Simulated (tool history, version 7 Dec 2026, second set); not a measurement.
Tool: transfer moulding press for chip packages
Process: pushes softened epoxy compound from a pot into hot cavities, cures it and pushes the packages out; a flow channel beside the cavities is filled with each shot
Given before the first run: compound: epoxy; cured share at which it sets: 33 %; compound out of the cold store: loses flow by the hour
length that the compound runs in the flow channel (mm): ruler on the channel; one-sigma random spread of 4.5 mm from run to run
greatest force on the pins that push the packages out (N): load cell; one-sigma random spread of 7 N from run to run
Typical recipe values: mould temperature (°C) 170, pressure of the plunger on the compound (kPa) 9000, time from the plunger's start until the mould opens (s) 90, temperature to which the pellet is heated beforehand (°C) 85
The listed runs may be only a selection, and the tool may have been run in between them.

| run | hour | mould temperature (°C) | pressure of the plunger on the compound (kPa) | time from the plunger's start until the mould opens (s) | temperature to which the pellet is heated beforehand (°C) | incoming compound's hours out of the cold store | length that the compound runs in the flow channel (mm) | greatest force on the pins that push the packages out (N) |
|---|---|---|---|---|---|---|---|---|
| 1 | 0 | 170 | 9000 | 90 | 85 | 16.9 | 707 | 282 |
| 2 | 11.9 | 170 | 9000 | 90 | 85 | 30.8 | 665 | 276 |
| 3 | 25.8 | 170 | 9000 | 90 | 85 | 10.6 | 733 | 280 |
| 4 | 37 | 170 | 9000 | 90 | 85 | 9.1 | 747 | 290 |
| 5 | 48.2 | 170 | 9000 | 90 | 85 | 16.4 | 724 | 283 |
|  | 59.7 | cavities cleaned with cleaning compound and waxed |
| 6 | 75.5 | 170 | 9000 | 90 | 85 | 9.9 | 749 | 289 |

What will run 7 give?
| 7 | 87.5 | 171 | 9000 | 90 | 80 | 16.7 | ? | ? |

Run 7 came out at length that the compound runs in the flow channel (mm) 718, greatest force on the pins that push the packages out (N) 267.
On a tool with no hidden condition, and with the same random variation, this run would have come out at length that the compound runs in the flow channel (mm) 718, greatest force on the pins that push the packages out (N) 266.

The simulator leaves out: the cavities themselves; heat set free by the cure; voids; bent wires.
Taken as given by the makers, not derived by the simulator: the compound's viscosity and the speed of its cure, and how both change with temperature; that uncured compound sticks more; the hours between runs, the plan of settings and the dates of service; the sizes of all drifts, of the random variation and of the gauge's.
